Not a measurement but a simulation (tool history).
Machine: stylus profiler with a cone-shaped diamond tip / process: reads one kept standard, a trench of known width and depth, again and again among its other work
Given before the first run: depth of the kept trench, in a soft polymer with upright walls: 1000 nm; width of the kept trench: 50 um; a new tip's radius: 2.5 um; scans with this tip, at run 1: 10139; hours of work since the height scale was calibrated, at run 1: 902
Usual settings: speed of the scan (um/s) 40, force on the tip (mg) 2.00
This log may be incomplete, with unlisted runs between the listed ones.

| run | hour | speed of the scan (um/s) | force on the tip (mg) | scans with this tip | hours of work since the height scale was calibrated | depth of the trench (nm) | width of the trench's floor (nm) |
|---|---|---|---|---|---|---|---|
| 1 | 0.0 | 40 | 2.00 | 10139 | 902 | 1005.41 | 45010 |
| 2 | 61.9 | 40 | 2.00 | 10498 | 934 | 1005.02 | 44960 |
| 3 | 104.5 | 40 | 2.00 | 10744 | 956 | 1005.05 | 44990 |
| 4 | 166.1 | 40 | 0.73 | 11101 | 988 | 1000.42 | 44790 |
| 5 | 235.3 | 40 | 2.63 | 11502 | 1023 | 1006.81 | 44940 |
| 6 | 305.0 | 40 | 2.63 | 11906 | 1059 | 1006.53 | 45030 |
| 7 | 352.7 | 40 | 2.63 | 12182 | 1084 | 1006.62 | 44900 |
| 8 | 425.2 | 40 | 2.63 | 12602 | 1121 | 1006.00 | 44970 |
| 9 | 500.1 | 12 | 2.00 | 13036 | 1160 | 1004.62 | 45070 |
| 10 | 552.5 | 40 | 2.00 | 13339 | 1187 | 1004.10 | 44870 |
| 11 | 619.0 | 40 | 2.00 | 13724 | 1221 | 1004.18 | 44830 |
| 12 | 655.6 | 40 | 2.00 | 13936 | 1240 | 1003.82 | 44840 |
| 13 | 688.4 | 40 | 2.00 | 14127 | 1257 | 1003.54 | 44830 |
| 14 | 751.3 | 40 | 2.73 | 14491 | 1289 | 1005.78 | 44820 |
| 15 | 825.6 | 40 | 2.73 | 14921 | 1328 | 1005.37 | 44790 |
| 16 | 889.6 | 40 | 2.36 | 15292 | 1361 | 1004.36 | 44800 |
| 17 | 965.2 | 40 | 4.67 | 15730 | 1400 | 1010.16 | 44760 |
| 18 | 1006.1 | 53 | 2.00 | 15967 | 1421 | 1003.06 | 44600 |
| 19 | 1057.9 | 53 | 2.00 | 16267 | 1447 | 1002.82 | 44630 |
|  | 1062.9 | height scale calibrated on a step standard |
| 20 | 1127.6 | 40 | 2.00 | 16667 | 33 | 1000.28 | 44690 |
| 21 | 1188.8 | 40 | 2.00 | 17022 | 65 | 1000.44 | 44670 |
| 22 | 1246.0 | 40 | 5.33 | 17353 | 94 | 1008.61 | 44730 |
| 23 | 1309.3 | 17 | 2.00 | 17720 | 127 | 1000.27 | 44800 |
| 24 | 1387.8 | 40 | 0.69 | 18175 | 167 | 995.49 | 44420 |
|  | 1431.9 | height scale calibrated on a step standard, once more |
| 25 | 1431.9 | 103 | 3.80 | 18427 | 0 | 1014.44 | 44370 |
| 26 | 1498.6 | 14 | 1.59 | 18814 | 34 | 1007.59 | 44720 |
| 27 | 1573.8 | 158 | 3.91 | 19250 | 73 | 1014.04 | 44030 |
| 28 | 1649.6 | 78 | 5.30 | 19688 | 112 | 1017.35 | 44490 |
| 29 | 1700.1 | 53 | 0.71 | 19981 | 138 | 1004.40 | 44180 |
| 30 | 1732.9 | 57 | 1.58 | 20171 | 155 | 1007.76 | 44310 |
| 31 | 1779.0 | 30 | 3.50 | 20438 | 179 | 1012.82 | 44700 |
| 32 | 1823.9 | 18 | 5.71 | 20698 | 202 | 1017.65 | 44650 |
| 33 | 1871.0 | 10 | 1.67 | 20971 | 226 | 1006.91 | 44700 |
| 34 | 1931.2 | 40 | 2.47 | 21319 | 257 | 1009.61 | 44490 |
| 35 | 1980.1 | 13 | 2.00 | 21603 | 283 | 1008.14 | 44640 |
| 36 | 2044.7 | 107 | 0.87 | 21977 | 316 | 1004.04 | 43530 |
| 37 | 2091.1 | 34 | 2.04 | 22246 | 340 | 1008.14 | 44470 |
| 38 | 2152.3 | 34 | 4.90 | 22600 | 371 | 1015.14 | 44540 |
| 39 | 2204.4 | 34 | 1.56 | 22902 | 398 | 1006.07 | 44350 |
| 40 | 2280.4 | 32 | 1.78 | 23342 | 437 | 1006.36 | 44350 |

Run 41, settings as shown, results not yet in. Your forecast:
| 41 | 2315.8 | 113 | 2.00 | 23547 | 456 | ? | ? |

{"run 41": {"depth of the trench (nm)": 1007.43, "width of the trench's floor (nm)": 43800}}
Take away the tool's hidden state, keep the run-to-run variation as it was, and the same run would have given depth of the trench (nm) 1009.23, width of the trench's floor (nm) 45170.

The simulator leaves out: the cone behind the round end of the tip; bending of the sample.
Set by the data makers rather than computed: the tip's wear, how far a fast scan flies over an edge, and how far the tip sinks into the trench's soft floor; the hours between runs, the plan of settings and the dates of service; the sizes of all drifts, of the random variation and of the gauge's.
